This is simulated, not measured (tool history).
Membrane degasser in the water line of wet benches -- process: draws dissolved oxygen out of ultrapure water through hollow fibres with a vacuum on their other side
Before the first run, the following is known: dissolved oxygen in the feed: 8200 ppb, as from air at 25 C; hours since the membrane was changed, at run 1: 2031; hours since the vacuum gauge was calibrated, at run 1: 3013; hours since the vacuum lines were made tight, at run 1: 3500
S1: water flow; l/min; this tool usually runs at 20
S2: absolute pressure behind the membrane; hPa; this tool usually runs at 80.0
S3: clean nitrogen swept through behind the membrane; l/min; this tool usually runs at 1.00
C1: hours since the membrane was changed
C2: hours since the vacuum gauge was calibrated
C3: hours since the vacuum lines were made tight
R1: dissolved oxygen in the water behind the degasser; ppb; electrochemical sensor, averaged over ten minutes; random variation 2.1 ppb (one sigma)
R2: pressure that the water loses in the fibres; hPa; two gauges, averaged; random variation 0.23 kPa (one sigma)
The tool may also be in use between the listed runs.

| run | hour | S1 | S2 | S3 | C1 | C2 | C3 | R1 | R2 |
|---|---|---|---|---|---|---|---|---|---|
| 1 | 0.0 | 20 | 80.0 | 1.00 | 2031 | 3013 | 3500 | 218.1 | 596.1 |
| 2 | 26.7 | 20 | 80.0 | 1.00 | 2057 | 3040 | 3527 | 222.7 | 601.7 |
| 3 | 87.2 | 20 | 80.0 | 1.00 | 2118 | 3100 | 3588 | 225.9 | 592.7 |
| 4 | 127.3 | 20 | 80.0 | 1.00 | 2158 | 3140 | 3628 | 227.5 | 594.7 |
| 5 | 184.5 | 20 | 80.0 | 1.00 | 2215 | 3197 | 3685 | 225.8 | 598.2 |
| 6 | 219.5 | 20 | 80.0 | 1.00 | 2250 | 3232 | 3720 | 226.3 | 601.2 |
| 7 | 247.3 | 20 | 80.0 | 1.00 | 2278 | 3260 | 3748 | 226.2 | 601.5 |
| 8 | 285.7 | 16 | 80.0 | 1.00 | 2316 | 3299 | 3786 | 186.0 | 478.7 |
| 9 | 318.9 | 16 | 80.0 | 1.00 | 2349 | 3332 | 3819 | 185.9 | 474.3 |
|  | 323.6 | vacuum gauge calibrated |
| 10 | 351.3 | 16 | 80.0 | 1.00 | 2381 | 28 | 3851 | 187.1 | 480.0 |
| 11 | 401.7 | 16 | 80.0 | 1.00 | 2432 | 78 | 3902 | 188.9 | 474.9 |
| 12 | 452.0 | 16 | 80.0 | 1.00 | 2482 | 128 | 3952 | 189.9 | 478.1 |
| 13 | 493.1 | 16 | 80.0 | 1.00 | 2523 | 169 | 3993 | 185.6 | 475.8 |
| 14 | 523.1 | 20 | 80.0 | 1.00 | 2553 | 200 | 4023 | 229.1 | 596.1 |
| 15 | 561.7 | 22 | 80.0 | 1.00 | 2592 | 238 | 4062 | 250.6 | 658.9 |
| 16 | 595.8 | 19 | 80.0 | 1.00 | 2626 | 272 | 4096 | 220.2 | 566.1 |
| 17 | 643.9 | 20 | 70.8 | 1.00 | 2674 | 320 | 4144 | 185.7 | 599.9 |
|  | 650.6 | vacuum gauge calibrated, once more |
| 18 | 672.9 | 20 | 70.8 | 1.00 | 2702 | 22 | 4172 | 173.7 | 599.4 |
| 19 | 721.5 | 16 | 70.8 | 0.89 | 2751 | 71 | 4221 | 155.1 | 477.6 |
|  | 754.7 | seals of the vacuum lines changed |
| 20 | 766.0 | 15 | 57.5 | 2.34 | 2793 | 113 | 11 | 40.3 | 447.0 |
| 21 | 820.6 | 14 | 66.6 | 1.00 | 2848 | 168 | 66 | 111.7 | 420.2 |
| 22 | 857.4 | 13 | 166.1 | 1.00 | 2885 | 205 | 103 | 389.8 | 391.2 |
| 23 | 914.9 | 25 | 101.4 | 2.83 | 2942 | 262 | 160 | 148.3 | 745.9 |
| 24 | 945.7 | 19 | 147.3 | 1.49 | 2973 | 293 | 191 | 327.4 | 569.6 |
| 25 | 973.4 | 19 | 77.8 | 0.60 | 3001 | 321 | 219 | 302.2 | 571.8 |
| 26 | 1008.7 | 30 | 71.8 | 1.13 | 3036 | 356 | 254 | 236.0 | 901.0 |
| 27 | 1046.4 | 15 | 80.0 | 0.90 | 3074 | 394 | 292 | 179.2 | 448.6 |
| 28 | 1103.8 | 15 | 80.0 | 0.90 | 3131 | 451 | 349 | 183.4 | 451.1 |
| 29 | 1148.8 | 17 | 80.0 | 0.90 | 3176 | 496 | 394 | 202.1 | 512.5 |
| 30 | 1208.4 | 29 | 198.7 | 1.16 | 3236 | 556 | 454 | 834.4 | 872.8 |
| 31 | 1234.9 | 20 | 80.0 | 2.23 | 3262 | 582 | 480 | 105.9 | 599.6 |
| 32 | 1293.8 | 20 | 80.0 | 2.23 | 3321 | 641 | 539 | 105.9 | 597.2 |
| 33 | 1344.4 | 20 | 80.0 | 2.23 | 3372 | 692 | 590 | 107.6 | 598.1 |

Branching from run 33: 3 alternative next runs. What would each branch give?
| A | 1381.1 | 15 | 80.0 | 2.23 | 3409 | 729 | 626 | ? | ? |
| B | 1381.1 | 27 | 128.1 | 2.47 | 3409 | 729 | 626 | ? | ? |
| C | 1381.1 | 14 | 118.8 | 1.52 | 3409 | 729 | 626 | ? | ? |

| run | R1 | R2 |
|---|---|---|
| A | 79.8 | 450.6 |
| B | 246.9 | 810.8 |
| C | 186.8 | 420.3 |
Without the tool's hidden state the same runs would have given:
| run | R1 | R2 |
|---|---|---|
| A | 78.5 | 440.0 |
| B | 244.1 | 791.9 |
| C | 185.2 | 410.5 |
